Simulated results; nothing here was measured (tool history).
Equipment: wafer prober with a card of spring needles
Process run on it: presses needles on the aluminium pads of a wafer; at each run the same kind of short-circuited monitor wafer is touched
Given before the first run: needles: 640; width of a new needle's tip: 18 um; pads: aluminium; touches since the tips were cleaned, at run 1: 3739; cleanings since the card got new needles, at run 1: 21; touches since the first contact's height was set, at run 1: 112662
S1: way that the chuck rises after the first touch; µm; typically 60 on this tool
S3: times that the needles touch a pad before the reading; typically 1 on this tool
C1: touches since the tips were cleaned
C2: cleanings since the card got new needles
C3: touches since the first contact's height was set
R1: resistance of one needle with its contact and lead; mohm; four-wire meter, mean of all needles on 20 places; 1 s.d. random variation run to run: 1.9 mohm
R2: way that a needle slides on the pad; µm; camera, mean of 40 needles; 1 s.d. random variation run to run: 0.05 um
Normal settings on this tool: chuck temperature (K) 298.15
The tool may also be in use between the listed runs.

run 1 hour=0.0 | S1=60 chuck_temperature_(K)=298.15 S3=1 | C1=3739 C2=21 C3=112662 | R1=621 R2=10.02
-- hour=2.0 tips cleaned on abrasive film
-- hour=11.4 tips cleaned on abrasive film
-- hour=19.3 tips cleaned on abrasive film
-- hour=29.2 tips cleaned on abrasive film
run 2 hour=31.8 | S1=60 chuck_temperature_(K)=298.15 S3=1 | C1=1519 C2=25 C3=131071 | R1=444 R2=9.74
-- hour=37.6 tips cleaned on abrasive film
-- hour=47.1 tips cleaned on abrasive film
-- hour=56.7 tips cleaned on abrasive film
-- hour=66.3 tips cleaned on abrasive film
run 3 hour=71.3 | S1=60 chuck_temperature_(K)=298.15 S3=1 | C1=2955 C2=29 C3=154054 | R1=628 R2=9.68
-- hour=75.3 tips cleaned on abrasive film
-- hour=79.3 tips cleaned on abrasive film, once more
-- hour=81.6 height of the first contact set anew
-- hour=89.4 tips cleaned on abrasive film
-- hour=99.0 tips cleaned on abrasive film
run 4 hour=100.9 | S1=60 chuck_temperature_(K)=298.15 S3=1 | C1=1080 C2=33 C3=11189 | R1=437 R2=10.05
-- hour=108.8 tips cleaned on abrasive film
-- hour=118.5 tips cleaned on abrasive film
run 5 hour=126.2 | S1=60 chuck_temperature_(K)=298.15 S3=1 | C1=4548 C2=35 C3=25940 | R1=683 R2=10.03
-- hour=128.3 tips cleaned on abrasive film
-- hour=137.7 tips cleaned on abrasive film
-- hour=145.6 tips cleaned on abrasive film
run 6 hour=151.6 | S1=60 chuck_temperature_(K)=298.15 S3=1 | C1=3506 C2=38 C3=40634 | R1=620 R2=10.10
-- hour=153.6 tips cleaned on abrasive film
-- hour=161.5 tips cleaned on abrasive film
-- hour=170.4 tips cleaned on abrasive film
-- hour=180.1 tips cleaned on abrasive film
run 7 hour=181.0 | S1=60 chuck_temperature_(K)=298.15 S3=1 | C1=529 C2=42 C3=57672 | R1=340 R2=10.06
-- hour=188.6 tips cleaned on abrasive film
-- hour=196.5 tips cleaned on abrasive film
-- hour=206.2 tips cleaned on abrasive film
-- hour=215.8 tips cleaned on abrasive film
run 8 hour=217.6 | S1=60 chuck_temperature_(K)=298.15 S3=1 | C1=1036 C2=46 C3=78917 | R1=396 R2=10.05
-- hour=225.4 tips cleaned on abrasive film
-- hour=235.0 tips cleaned on abrasive film
run 9 hour=236.3 | S1=60 chuck_temperature_(K)=298.15 S3=1 | C1=757 C2=48 C3=89789 | R1=362 R2=9.92
-- hour=244.2 tips cleaned on abrasive film
-- hour=253.9 tips cleaned on abrasive film
-- hour=263.5 tips cleaned on abrasive film
run 10 hour=270.6 | S1=60 chuck_temperature_(K)=298.15 S3=1 | C1=4173 C2=51 C3=109722 | R1=696 R2=9.88
-- hour=272.6 tips cleaned on abrasive film
-- hour=282.2 tips cleaned on abrasive film
-- hour=292.0 tips cleaned on abrasive film
-- hour=301.9 tips cleaned on abrasive film
run 11 hour=307.9 | S1=60 chuck_temperature_(K)=298.15 S3=1 | C1=3518 C2=55 C3=131352 | R1=647 R2=9.90
-- hour=309.9 tips cleaned on abrasive film
-- hour=319.4 tips cleaned on abrasive film
-- hour=329.2 tips cleaned on abrasive film
run 12 hour=330.2 | S1=60 chuck_temperature_(K)=298.15 S3=1 | C1=607 C2=58 C3=144301 | R1=370 R2=9.77
-- hour=337.8 tips cleaned on abrasive film
-- hour=347.6 tips cleaned on abrasive film
-- hour=355.5 tips cleaned on abrasive film
-- hour=355.8 height of the first contact set anew
-- hour=365.5 tips cleaned on abrasive film
run 13 hour=367.1 | S1=76 chuck_temperature_(K)=298.15 S3=1 | C1=945 C2=62 C3=6557 | R1=321 R2=12.76
-- hour=374.7 tips cleaned on abrasive film
-- hour=383.9 tips cleaned on abrasive film
-- hour=393.7 tips cleaned on abrasive film
run 14 hour=396.8 | S1=76 chuck_temperature_(K)=298.15 S3=1 | C1=1796 C2=65 C3=23780 | R1=380 R2=12.80
-- hour=402.2 tips cleaned on abrasive film
-- hour=410.1 tips cleaned on abrasive film
-- hour=419.5 tips cleaned on abrasive film
run 15 hour=426.7 | S1=76 chuck_temperature_(K)=298.15 S3=1 | C1=4231 C2=68 C3=41165 | R1=505 R2=12.76
-- hour=428.7 tips cleaned on abrasive film
-- hour=438.4 tips cleaned on abrasive film
-- hour=446.6 tips cleaned on abrasive film
run 16 hour=446.6 | S1=49 chuck_temperature_(K)=328.15 S3=2 | C1=0 C2=71 C3=52698 | R1=248 R2=8.18
-- hour=456.5 tips cleaned on abrasive film
-- hour=466.1 tips cleaned on abrasive film
run 17 hour=472.3 | S1=60 chuck_temperature_(K)=298.15 S3=1 | C1=3635 C2=73 C3=67655 | R1=678 R2=10.09
-- hour=474.4 tips cleaned on abrasive film
-- hour=483.6 tips cleaned on abrasive film
-- hour=493.2 tips cleaned on abrasive film
-- hour=503.0 tips cleaned on abrasive film
run 18 hour=505.6 | S1=60 chuck_temperature_(K)=298.15 S3=3 | C1=1506 C2=77 C3=86927 | R1=304 R2=9.96
-- hour=511.5 tips cleaned on abrasive film
-- hour=521.1 tips cleaned on abrasive film
-- hour=530.6 tips cleaned on abrasive film
-- hour=538.5 tips cleaned on abrasive film
run 19 hour=538.8 | S1=60 chuck_temperature_(K)=363.15 S3=1 | C1=203 C2=81 C3=106190 | R1=304 R2=9.94
-- hour=546.6 tips cleaned on abrasive film
-- hour=556.1 tips cleaned on abrasive film
run 20 hour=560.9 | S1=60 chuck_temperature_(K)=363.15 S3=1 | C1=2824 C2=83 C3=119015 | R1=612 R2=9.88
-- hour=564.9 tips cleaned on abrasive film
-- hour=574.4 tips cleaned on abrasive film
-- hour=584.0 tips cleaned on abrasive film
-- hour=591.9 tips cleaned on abrasive film
run 21 hour=598.4 | S1=60 chuck_temperature_(K)=381.15 S3=2 | C1=3803 C2=87 C3=140807 | R1=498 R2=9.85
-- hour=600.5 tips cleaned on abrasive film
-- hour=608.4 tips cleaned on abrasive film
run 22 hour=615.6 | S1=60 chuck_temperature_(K)=339.15 S3=2 | C1=4257 C2=89 C3=150786 | R1=509 R2=9.86
-- hour=617.7 tips cleaned on abrasive film
-- hour=627.5 tips cleaned on abrasive film
-- hour=629.8 height of the first contact set anew
-- hour=637.7 tips cleaned on abrasive film
run 23 hour=644.6 | S1=60 chuck_temperature_(K)=339.15 S3=2 | C1=4047 C2=92 C3=8624 | R1=485 R2=10.02
-- hour=646.6 tips cleaned on abrasive film
-- hour=656.2 tips cleaned on abrasive film
-- hour=665.8 tips cleaned on abrasive film
-- hour=674.0 tips cleaned on abrasive film
run 24 hour=674.0 | S1=74 chuck_temperature_(K)=339.15 S3=2 | C1=0 C2=96 C3=25663 | R1=230 R2=12.53
-- hour=681.9 tips cleaned on abrasive film
-- hour=691.8 tips cleaned on abrasive film
run 25 hour=696.3 | S1=74 chuck_temperature_(K)=339.15 S3=2 | C1=2671 C2=98 C3=38631 | R1=367 R2=12.37
-- hour=700.3 tips cleaned on abrasive film
-- hour=710.1 tips cleaned on abrasive film
-- hour=719.9 tips cleaned on abrasive film
run 26 hour=723.3 | S1=73 chuck_temperature_(K)=298.15 S3=1 | C1=2003 C2=101 C3=54272 | R1=442 R2=12.22

Each row is a separate what-if for the run after 26, all from the same tool condition, not one after another. Results?
-- hour=729.2 tips cleaned on abrasive film
-- hour=738.8 tips cleaned on abrasive film
run A hour=746.6 | S1=73 chuck_temperature_(K)=341.15 S3=1 | C1=4558 C2=103 C3=67827 | R1=? R2=?
-- hour=729.2 tips cleaned on abrasive film
-- hour=738.8 tips cleaned on abrasive film
run B hour=746.6 | S1=49 chuck_temperature_(K)=298.15 S3=1 | C1=4558 C2=103 C3=67827 | R1=? R2=?
-- hour=729.2 tips cleaned on abrasive film
-- hour=738.8 tips cleaned on abrasive film
run C hour=746.6 | S1=64 chuck_temperature_(K)=308.15 S3=2 | C1=4558 C2=103 C3=67827 | R1=? R2=?
-- hour=729.2 tips cleaned on abrasive film
-- hour=738.8 tips cleaned on abrasive film
run D hour=746.6 | S1=60 chuck_temperature_(K)=298.15 S3=1 | C1=4558 C2=103 C3=67827 | R1=? R2=?
-- hour=729.2 tips cleaned on abrasive film
-- hour=738.8 tips cleaned on abrasive film
run E hour=746.6 | S1=60 chuck_temperature_(K)=298.15 S3=3 | C1=4558 C2=103 C3=67827 | R1=? R2=?

run=A R1=592 R2=12.26
run=B R1=1073 R2=8.16
run=C R1=515 R2=10.74
run=D R1=784 R2=9.93
run=E R1=407 R2=10.05
What these runs would have given with no unlogged condition in the tool:
run=A R1=212 R2=12.39
run=B R1=207 R2=8.29
run=C R1=205 R2=10.87
run=D R1=200 R2=10.07
run=E R1=198 R2=10.18
